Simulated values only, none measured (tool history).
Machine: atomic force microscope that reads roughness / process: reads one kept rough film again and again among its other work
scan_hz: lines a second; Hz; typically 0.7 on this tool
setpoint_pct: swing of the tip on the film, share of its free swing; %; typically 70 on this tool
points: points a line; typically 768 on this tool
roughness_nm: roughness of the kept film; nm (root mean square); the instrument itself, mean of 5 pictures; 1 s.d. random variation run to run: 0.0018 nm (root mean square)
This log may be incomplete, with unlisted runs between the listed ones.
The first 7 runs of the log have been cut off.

{"run": 8, "hour": 251.1, "scan_hz": 0.7, "setpoint_pct": 70, "points": 771, "roughness_nm": 0.852}
{"run": 9, "hour": 276.6, "scan_hz": 0.7, "setpoint_pct": 70, "points": 743, "roughness_nm": 0.847}
{"hour": 291.9, "done": "new tip fitted"}
{"run": 10, "hour": 321.0, "scan_hz": 1.038, "setpoint_pct": 70, "points": 768, "roughness_nm": 0.854}
{"run": 11, "hour": 355.4, "scan_hz": 1.038, "setpoint_pct": 70, "points": 768, "roughness_nm": 0.846}
{"hour": 387.3, "done": "new tip fitted"}
{"run": 12, "hour": 398.6, "scan_hz": 1.038, "setpoint_pct": 70, "points": 768, "roughness_nm": 0.857}
{"hour": 402.4, "done": "height scale calibrated on a step standard"}
{"run": 13, "hour": 439.6, "scan_hz": 1.038, "setpoint_pct": 70, "points": 768, "roughness_nm": 0.85}
{"run": 14, "hour": 462.7, "scan_hz": 0.7, "setpoint_pct": 81, "points": 768, "roughness_nm": 0.837}
{"hour": 485.0, "done": "new tip fitted"}
{"run": 15, "hour": 514.0, "scan_hz": 0.7, "setpoint_pct": 81, "points": 768, "roughness_nm": 0.85}
{"run": 16, "hour": 556.3, "scan_hz": 0.7, "setpoint_pct": 81, "points": 768, "roughness_nm": 0.84}
{"hour": 582.4, "done": "new tip fitted"}
{"run": 17, "hour": 601.0, "scan_hz": 1.647, "setpoint_pct": 81, "points": 768, "roughness_nm": 0.832}
{"run": 18, "hour": 634.1, "scan_hz": 0.7, "setpoint_pct": 75, "points": 667, "roughness_nm": 0.851}
{"hour": 677.6, "done": "new tip fitted"}
{"run": 19, "hour": 678.7, "scan_hz": 0.796, "setpoint_pct": 80, "points": 488, "roughness_nm": 0.853}
{"hour": 717.1, "done": "height scale calibrated on a step standard, once more"}
{"run": 20, "hour": 729.5, "scan_hz": 1.499, "setpoint_pct": 76, "points": 768, "roughness_nm": 0.839}
{"run": 21, "hour": 769.4, "scan_hz": 0.508, "setpoint_pct": 90, "points": 577, "roughness_nm": 0.839}
{"hour": 776.5, "done": "new tip fitted"}
{"run": 22, "hour": 795.1, "scan_hz": 0.508, "setpoint_pct": 90, "points": 577, "roughness_nm": 0.856}
{"run": 23, "hour": 834.6, "scan_hz": 1.586, "setpoint_pct": 70, "points": 611, "roughness_nm": 0.837}
{"run": 24, "hour": 859.2, "scan_hz": 2.758, "setpoint_pct": 70, "points": 611, "roughness_nm": 0.818}
{"hour": 871.6, "done": "new tip fitted"}
{"run": 25, "hour": 903.1, "scan_hz": 0.7, "setpoint_pct": 89, "points": 768, "roughness_nm": 0.852}
{"run": 26, "hour": 930.9, "scan_hz": 1.806, "setpoint_pct": 86, "points": 465, "roughness_nm": 0.807}
{"hour": 968.1, "done": "new tip fitted"}
{"run": 27, "hour": 974.8, "scan_hz": 0.7, "setpoint_pct": 58, "points": 388, "roughness_nm": 0.872}
{"run": 28, "hour": 1026.3, "scan_hz": 0.878, "setpoint_pct": 70, "points": 468, "roughness_nm": 0.852}
{"run": 29, "hour": 1060.9, "scan_hz": 0.574, "setpoint_pct": 77, "points": 768, "roughness_nm": 0.845}
{"hour": 1064.9, "done": "new tip fitted"}
{"run": 30, "hour": 1093.9, "scan_hz": 2.872, "setpoint_pct": 67, "points": 768, "roughness_nm": 0.839}

3 ways to go on from here, each from the tool as it stands after run 30. What would each give?
{"run": "A", "hour": 1115.9, "scan_hz": 0.6, "setpoint_pct": 70, "points": 768, "roughness_nm": "?"}
{"run": "B", "hour": 1115.9, "scan_hz": 0.7, "setpoint_pct": 84, "points": 768, "roughness_nm": "?"}
{"run": "C", "hour": 1115.9, "scan_hz": 2.151, "setpoint_pct": 72, "points": 703, "roughness_nm": "?"}

run=A roughness_nm=0.857
run=B roughness_nm=0.847
run=C roughness_nm=0.834
Take away the tool's hidden state, keep each run's random variation, and the runs would have read:
run=A roughness_nm=0.872
run=B roughness_nm=0.862
run=C roughness_nm=0.849
